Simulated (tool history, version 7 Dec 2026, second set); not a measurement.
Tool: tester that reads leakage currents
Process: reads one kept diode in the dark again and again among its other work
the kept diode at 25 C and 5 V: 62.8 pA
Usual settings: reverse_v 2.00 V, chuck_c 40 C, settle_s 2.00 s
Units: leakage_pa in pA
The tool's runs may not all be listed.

run 1 hour=0.0 | reverse_v=2.00 chuck_c=40 settle_s=2.00 | leakage_pa=119.67
run 2 hour=32.6 | reverse_v=2.00 chuck_c=40 settle_s=0.34 | leakage_pa=119.93
run 3 hour=52.0 | reverse_v=2.00 chuck_c=40 settle_s=0.34 | leakage_pa=121.34
run 4 hour=76.1 | reverse_v=3.68 chuck_c=40 settle_s=0.34 | leakage_pa=170.80
run 5 hour=107.0 | reverse_v=3.68 chuck_c=40 settle_s=0.34 | leakage_pa=171.43
run 6 hour=120.6 | reverse_v=2.00 chuck_c=40 settle_s=2.00 | leakage_pa=120.20
run 7 hour=149.7 | reverse_v=2.00 chuck_c=40 settle_s=2.00 | leakage_pa=119.38
run 8 hour=163.0 | reverse_v=2.00 chuck_c=40 settle_s=2.00 | leakage_pa=120.53
run 9 hour=180.8 | reverse_v=2.00 chuck_c=40 settle_s=2.00 | leakage_pa=120.39
run 10 hour=196.5 | reverse_v=2.00 chuck_c=40 settle_s=2.00 | leakage_pa=120.80
run 11 hour=228.7 | reverse_v=2.00 chuck_c=40 settle_s=2.00 | leakage_pa=121.17
run 12 hour=244.4 | reverse_v=2.00 chuck_c=40 settle_s=2.00 | leakage_pa=121.02
run 13 hour=265.8 | reverse_v=2.00 chuck_c=40 settle_s=2.00 | leakage_pa=121.44
run 14 hour=297.6 | reverse_v=2.00 chuck_c=41 settle_s=0.38 | leakage_pa=130.15
run 15 hour=315.1 | reverse_v=12.79 chuck_c=55 settle_s=5.02 | leakage_pa=948.33
run 16 hour=333.6 | reverse_v=2.00 chuck_c=40 settle_s=0.60 | leakage_pa=121.63
run 17 hour=347.6 | reverse_v=17.51 chuck_c=25 settle_s=0.63 | leakage_pa=145.11
run 18 hour=369.3 | reverse_v=17.51 chuck_c=25 settle_s=0.63 | leakage_pa=145.68
run 19 hour=399.9 | reverse_v=2.19 chuck_c=29 settle_s=0.34 | leakage_pa=58.43
run 20 hour=427.1 | reverse_v=12.17 chuck_c=57 settle_s=8.26 | leakage_pa=1042.04
run 21 hour=444.4 | reverse_v=3.13 chuck_c=21 settle_s=7.06 | leakage_pa=39.52
run 22 hour=467.8 | reverse_v=10.04 chuck_c=27 settle_s=1.40 | leakage_pa=121.83
run 23 hour=494.2 | reverse_v=10.04 chuck_c=27 settle_s=1.40 | leakage_pa=122.11
run 24 hour=521.6 | reverse_v=10.04 chuck_c=27 settle_s=1.40 | leakage_pa=121.95
run 25 hour=551.7 | reverse_v=10.04 chuck_c=27 settle_s=1.40 | leakage_pa=122.20

4 ways to go on from here, each from the tool as it stands after run 25. What would each give?
run A hour=571.6 | reverse_v=2.25 chuck_c=33 settle_s=0.56 | leakage_pa=?
run B hour=571.6 | reverse_v=12.05 chuck_c=36 settle_s=0.52 | leakage_pa=?
run C hour=571.6 | reverse_v=18.65 chuck_c=27 settle_s=1.40 | leakage_pa=?
run D hour=571.6 | reverse_v=6.07 chuck_c=54 settle_s=0.66 | leakage_pa=?

run=A leakage_pa=79.86
run=B leakage_pa=262.57
run=C leakage_pa=174.92
run=D leakage_pa=583.74
Without the tool's hidden state the same runs would have given:
run=A leakage_pa=72.53
run=B leakage_pa=238.15
run=C leakage_pa=155.96
run=D leakage_pa=538.26
